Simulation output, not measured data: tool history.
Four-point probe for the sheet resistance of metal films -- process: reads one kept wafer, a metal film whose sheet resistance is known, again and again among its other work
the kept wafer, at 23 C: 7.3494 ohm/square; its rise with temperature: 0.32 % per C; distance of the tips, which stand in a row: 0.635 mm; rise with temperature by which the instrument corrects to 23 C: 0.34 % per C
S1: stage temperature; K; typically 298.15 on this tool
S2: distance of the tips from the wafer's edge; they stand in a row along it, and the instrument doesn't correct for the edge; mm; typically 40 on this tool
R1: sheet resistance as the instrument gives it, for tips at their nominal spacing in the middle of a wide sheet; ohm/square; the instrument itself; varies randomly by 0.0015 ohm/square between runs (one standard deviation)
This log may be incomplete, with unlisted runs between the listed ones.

| run | hour | S1 | S2 | R1 |
|---|---|---|---|---|
| 1 | 0.0 | 298.15 | 40 | 7.342283 |
| 2 | 24.4 | 298.15 | 40 | 7.342857 |
| 3 | 48.1 | 298.15 | 40 | 7.345041 |
| 4 | 76.7 | 298.15 | 40 | 7.341904 |
| 5 | 92.0 | 298.15 | 40 | 7.343737 |
| 6 | 106.9 | 298.15 | 40 | 7.344415 |
| 7 | 137.9 | 298.15 | 40 | 7.341380 |
| 8 | 160.4 | 298.15 | 40 | 7.341724 |
| 9 | 174.9 | 298.15 | 40 | 7.338337 |
| 10 | 191.4 | 298.15 | 40 | 7.340336 |
| 11 | 215.0 | 298.15 | 43 | 7.341860 |
| 12 | 241.9 | 298.15 | 40 | 7.342087 |
| 13 | 263.5 | 298.15 | 40 | 7.342155 |
| 14 | 292.2 | 298.15 | 40 | 7.338447 |
| 15 | 307.4 | 298.15 | 46 | 7.338968 |
| 16 | 331.9 | 298.15 | 46 | 7.340315 |
| 17 | 359.2 | 298.15 | 67 | 7.339168 |
| 18 | 373.4 | 298.15 | 67 | 7.340683 |
| 19 | 402.8 | 298.15 | 67 | 7.337885 |
| 20 | 424.4 | 298.15 | 67 | 7.341779 |
| 21 | 452.4 | 298.15 | 40 | 7.339141 |
| 22 | 476.8 | 298.15 | 40 | 7.336171 |
| 23 | 504.1 | 298.15 | 6 | 7.382229 |
| 24 | 529.7 | 292.15 | 4 | 7.447782 |
| 25 | 559.6 | 292.15 | 4 | 7.445380 |
| 26 | 581.2 | 293.15 | 24 | 7.349766 |
| 27 | 594.7 | 293.15 | 24 | 7.350095 |
| 28 | 612.7 | 293.15 | 24 | 7.348023 |
| 29 | 626.0 | 293.15 | 24 | 7.349353 |
| 30 | 649.0 | 294.15 | 16 | 7.350861 |
| 31 | 678.6 | 303.15 | 4 | 7.427568 |
| 32 | 706.7 | 303.15 | 66 | 7.326171 |
| 33 | 729.5 | 298.15 | 6 | 7.379507 |
| 34 | 754.2 | 296.15 | 7 | 7.368714 |
| 35 | 769.8 | 296.15 | 10 | 7.356816 |
| 36 | 791.5 | 293.15 | 40 | 7.347793 |
| 37 | 822.9 | 293.15 | 40 | 7.345014 |
| 38 | 841.5 | 291.15 | 6 | 7.391974 |
| 39 | 863.3 | 295.15 | 21 | 7.346459 |
| 40 | 883.1 | 292.15 | 14 | 7.354254 |
| 41 | 900.4 | 295.15 | 52 | 7.338192 |
| 42 | 924.4 | 294.15 | 39 | 7.343326 |
| 43 | 946.9 | 297.15 | 39 | 7.337537 |
| 44 | 961.5 | 299.15 | 14 | 7.341490 |

Measured less the same run without the tool's hidden state. The same run-to-run variation is in both; the gauge's scatter may not be:
Hidden conditions of the tool in this case: inner tips' distance over the nominal, %; tips' flats over new ones', %; wafer's true temperature over the reading, C; drift of the gauge itself on sheet_ohm, %.
| run | R1 |
|---|---|
| 1 | -0.003381 |
| 2 | -0.003589 |
| 3 | -0.003827 |
| 4 | -0.004097 |
| 5 | -0.004231 |
| 6 | -0.004351 |
| 7 | -0.004632 |
| 8 | -0.004841 |
| 9 | -0.004979 |
| 10 | -0.005122 |
| 11 | -0.005334 |
| 12 | -0.005580 |
| 13 | -0.005776 |
| 14 | -0.006042 |
| 15 | -0.006190 |
| 16 | -0.006421 |
| 17 | -0.006682 |
| 18 | -0.006810 |
| 19 | -0.007069 |
| 20 | -0.007268 |
| 21 | -0.007507 |
| 22 | -0.007749 |
| 23 | -0.008020 |
| 24 | -0.008240 |
| 25 | -0.008521 |
| 26 | -0.008615 |
| 27 | -0.008767 |
| 28 | -0.008950 |
| 29 | -0.009073 |
| 30 | -0.009295 |
| 31 | -0.009762 |
| 32 | -0.009895 |
| 33 | -0.010102 |
| 34 | -0.010265 |
| 35 | -0.010380 |
| 36 | -0.010555 |
| 37 | -0.010841 |
| 38 | -0.011033 |
| 39 | -0.011196 |
| 40 | -0.011363 |
| 41 | -0.011518 |
| 42 | -0.011742 |
| 43 | -0.011976 |
| 44 | -0.012123 |
